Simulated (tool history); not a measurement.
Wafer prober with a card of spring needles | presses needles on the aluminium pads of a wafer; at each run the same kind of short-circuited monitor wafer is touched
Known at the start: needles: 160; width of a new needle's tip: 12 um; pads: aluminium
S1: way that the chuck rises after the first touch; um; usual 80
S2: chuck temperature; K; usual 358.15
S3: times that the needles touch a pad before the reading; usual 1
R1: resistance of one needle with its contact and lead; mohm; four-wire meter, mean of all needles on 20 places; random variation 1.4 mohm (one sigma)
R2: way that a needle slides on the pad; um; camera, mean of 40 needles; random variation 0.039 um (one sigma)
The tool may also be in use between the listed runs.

{"run": 1, "hour": 0.0, "S1": 80, "S2": 358.15, "S3": 1, "R1": 152, "R2": 20.86}
{"hour": 19.9, "done": "tips cleaned on abrasive film"}
{"run": 2, "hour": 44.2, "S1": 80, "S2": 358.15, "S3": 1, "R1": 158, "R2": 20.94}
{"hour": 58.7, "done": "tips cleaned on abrasive film"}
{"hour": 82.1, "done": "height of the first contact set anew"}
{"run": 3, "hour": 84.7, "S1": 80, "S2": 358.15, "S3": 1, "R1": 161, "R2": 20.55}
{"hour": 98.6, "done": "tips cleaned on abrasive film"}
{"run": 4, "hour": 126.9, "S1": 80, "S2": 358.15, "S3": 3, "R1": 134, "R2": 20.56}
{"hour": 139.9, "done": "tips cleaned on abrasive film"}
{"run": 5, "hour": 167.9, "S1": 80, "S2": 358.15, "S3": 1, "R1": 161, "R2": 20.38}
{"hour": 180.2, "done": "tips cleaned on abrasive film"}
{"run": 6, "hour": 212.1, "S1": 80, "S2": 358.15, "S3": 1, "R1": 163, "R2": 20.49}
{"hour": 218.8, "done": "tips cleaned on abrasive film"}
{"hour": 223.2, "done": "height of the first contact set anew, once more"}
{"run": 7, "hour": 247.2, "S1": 80, "S2": 358.15, "S3": 1, "R1": 161, "R2": 21.42}
{"hour": 258.7, "done": "tips cleaned on abrasive film"}
{"run": 8, "hour": 281.3, "S1": 80, "S2": 358.15, "S3": 1, "R1": 157, "R2": 21.45}
{"hour": 301.2, "done": "tips cleaned on abrasive film"}
{"run": 9, "hour": 322.5, "S1": 80, "S2": 358.15, "S3": 1, "R1": 155, "R2": 21.42}
{"hour": 343.0, "done": "tips cleaned on abrasive film"}
{"run": 10, "hour": 358.0, "S1": 68, "S2": 358.15, "S3": 1, "R1": 155, "R2": 18.17}
{"hour": 383.9, "done": "tips cleaned on abrasive film"}
{"run": 11, "hour": 393.0, "S1": 68, "S2": 358.15, "S3": 1, "R1": 143, "R2": 18.12}
{"run": 12, "hour": 417.5, "S1": 68, "S2": 358.15, "S3": 1, "R1": 164, "R2": 18.19}
{"hour": 424.4, "done": "tips cleaned on abrasive film"}
{"run": 13, "hour": 437.6, "S1": 78, "S2": 358.15, "S3": 1, "R1": 148, "R2": 20.75}
{"run": 14, "hour": 461.1, "S1": 80, "S2": 358.15, "S3": 1, "R1": 160, "R2": 21.3}
{"hour": 464.8, "done": "tips cleaned on abrasive film"}
{"run": 15, "hour": 488.9, "S1": 80, "S2": 358.15, "S3": 1, "R1": 157, "R2": 21.26}
{"hour": 504.9, "done": "tips cleaned on abrasive film"}
{"run": 16, "hour": 517.0, "S1": 80, "S2": 358.15, "S3": 1, "R1": 149, "R2": 21.21}
{"run": 17, "hour": 538.1, "S1": 68, "S2": 300.15, "S3": 1, "R1": 157, "R2": 18.08}
{"hour": 545.0, "done": "tips cleaned on abrasive film"}
{"run": 18, "hour": 564.2, "S1": 68, "S2": 300.15, "S3": 1, "R1": 148, "R2": 17.97}
{"hour": 584.3, "done": "tips cleaned on abrasive film"}
{"run": 19, "hour": 586.3, "S1": 64, "S2": 358.15, "S3": 1, "R1": 126, "R2": 16.87}
{"run": 20, "hour": 618.7, "S1": 91, "S2": 358.15, "S3": 1, "R1": 159, "R2": 24.16}
{"hour": 623.4, "done": "tips cleaned on abrasive film"}
{"run": 21, "hour": 640.7, "S1": 80, "S2": 303.15, "S3": 1, "R1": 142, "R2": 21.18}
{"hour": 664.0, "done": "tips cleaned on abrasive film"}
{"run": 22, "hour": 673.1, "S1": 80, "S2": 364.15, "S3": 2, "R1": 134, "R2": 21.1}
{"hour": 703.1, "done": "tips cleaned on abrasive film"}
{"run": 23, "hour": 720.0, "S1": 80, "S2": 355.15, "S3": 2, "R1": 138, "R2": 21.07}
{"hour": 742.1, "done": "tips cleaned on abrasive film"}
{"run": 24, "hour": 744.4, "S1": 77, "S2": 300.15, "S3": 2, "R1": 115, "R2": 20.26}
{"run": 25, "hour": 766.9, "S1": 62, "S2": 358.15, "S3": 3, "R1": 133, "R2": 16.2}
{"hour": 781.0, "done": "tips cleaned on abrasive film"}
{"run": 26, "hour": 811.7, "S1": 80, "S2": 309.15, "S3": 1, "R1": 152, "R2": 20.98}
{"hour": 822.0, "done": "tips cleaned on abrasive film"}
{"run": 27, "hour": 844.5, "S1": 80, "S2": 309.15, "S3": 1, "R1": 149, "R2": 21.0}
{"hour": 861.5, "done": "tips cleaned on abrasive film"}
{"run": 28, "hour": 881.7, "S1": 84, "S2": 309.15, "S3": 1, "R1": 145, "R2": 22.11}
{"hour": 901.8, "done": "tips cleaned on abrasive film"}
{"run": 29, "hour": 922.2, "S1": 84, "S2": 309.15, "S3": 1, "R1": 145, "R2": 22.05}
{"hour": 942.2, "done": "tips cleaned on abrasive film"}
{"run": 30, "hour": 964.2, "S1": 84, "S2": 309.15, "S3": 1, "R1": 144, "R2": 21.94}
{"hour": 981.1, "done": "tips cleaned on abrasive film"}
{"run": 31, "hour": 994.3, "S1": 81, "S2": 308.15, "S3": 1, "R1": 139, "R2": 21.18}
{"hour": 1020.2, "done": "tips cleaned on abrasive film"}
{"run": 32, "hour": 1039.0, "S1": 81, "S2": 308.15, "S3": 1, "R1": 142, "R2": 21.19}

4 ways to go on from here, each from the tool as it stands after run 32. What would each give?
{"hour": 1061.0, "done": "tips cleaned on abrasive film"}
{"run": "A", "hour": 1084.3, "S1": 85, "S2": 308.15, "S3": 1, "R1": "?", "R2": "?"}
{"hour": 1061.0, "done": "tips cleaned on abrasive film"}
{"run": "B", "hour": 1084.3, "S1": 75, "S2": 343.15, "S3": 1, "R1": "?", "R2": "?"}
{"hour": 1061.0, "done": "tips cleaned on abrasive film"}
{"run": "C", "hour": 1084.3, "S1": 61, "S2": 308.15, "S3": 2, "R1": "?", "R2": "?"}
{"hour": 1061.0, "done": "tips cleaned on abrasive film"}
{"run": "D", "hour": 1084.3, "S1": 79, "S2": 338.15, "S3": 2, "R1": "?", "R2": "?"}

run=A R1=146 R2=22.24
run=B R1=153 R2=19.59
run=C R1=136 R2=15.83
run=D R1=135 R2=20.64
Without the tool's hidden state the same runs would have given:
run=A R1=112 R2=22.79
run=B R1=117 R2=20.15
run=C R1=112 R2=16.39
run=D R1=114 R2=21.20

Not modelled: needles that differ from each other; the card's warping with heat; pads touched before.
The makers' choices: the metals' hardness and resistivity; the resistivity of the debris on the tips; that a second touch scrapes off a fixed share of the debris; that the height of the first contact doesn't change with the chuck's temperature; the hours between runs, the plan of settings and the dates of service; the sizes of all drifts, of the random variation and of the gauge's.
